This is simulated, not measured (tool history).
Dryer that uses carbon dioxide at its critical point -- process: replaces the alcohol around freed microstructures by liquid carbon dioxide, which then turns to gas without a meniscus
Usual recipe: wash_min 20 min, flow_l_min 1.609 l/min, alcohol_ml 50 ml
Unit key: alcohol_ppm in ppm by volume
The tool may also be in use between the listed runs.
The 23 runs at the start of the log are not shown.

run    hour  wash_min  flow_l_min  alcohol_ml  hours of work since the filter was changed  hours of work since the purifier's bed was changed  alcohol_ppm
 24  1068.4        20       1.609          46                                         202                                                 635          136
 25  1125.4        21         2.5          26                                         232                                                 665          128
 26  1178.2        13        2.15          59                                         259                                                 692          179
 27  1222.9        13        2.15          59                                         282                                                 715          185
 28    1259        13        2.15          59                                         301                                                 734          179
 29  1300.6        13        2.15          59                                         323                                                 755          188
 30  1347.3        13        2.15          59                                         347                                                 780          191
 31  1389.1        13        2.15          59                                         368                                                 801          203
     1401.5  -- inlet filter changed
 32  1431.4        29       1.609          38                                          16                                                 823          148
 33  1487.7        29       1.609          38                                          45                                                 852          158
 34  1537.6        29       1.609          38                                          71                                                 878          160
 35  1579.8        16        1.13          50                                          92                                                 900          438
 36  1619.9        16        2.33          58                                         113                                                 920          177
 37  1678.1        20        2.33          58                                         143                                                 951          175
     1704.7  -- purifier's bed changed
 38    1717        20        2.33          58                                         162                                                   6           11
 39  1774.8        20        2.33          58                                         192                                                  36            6
 40  1804.1        20        2.33          58                                         207                                                  52           17
 41  1851.3        15        1.77          50                                         232                                                  76           71
 42  1881.9        15        1.77          50                                         248                                                  92           85
 43  1933.5        12        1.77          21                                         274                                                 119           99
 44  1981.6        12        1.77          21                                         299                                                 144          106
 45  2020.6        14         2.7          33                                         320                                                 164           38
 46  2060.6        14         2.7          33                                         340                                                 185           34
 47  2122.5        30        1.47          58                                         372                                                 217           50

Forecast each of these 3 alternatives for the next run:
     2128.8  -- inlet filter changed
  A  2153.4        13        1.66          58                                          13                                                 232            ?
     2128.8  -- inlet filter changed
  B  2153.4        19        1.54          88                                          13                                                 232            ?
     2128.8  -- inlet filter changed
  C  2153.4        30        1.29          58                                          13                                                 232            ?

run  alcohol_ppm
  A          182
  B           78
  C           49
What these runs would have given with no unlogged condition in the tool:
run  alcohol_ppm
  A          137
  B           36
  C            6
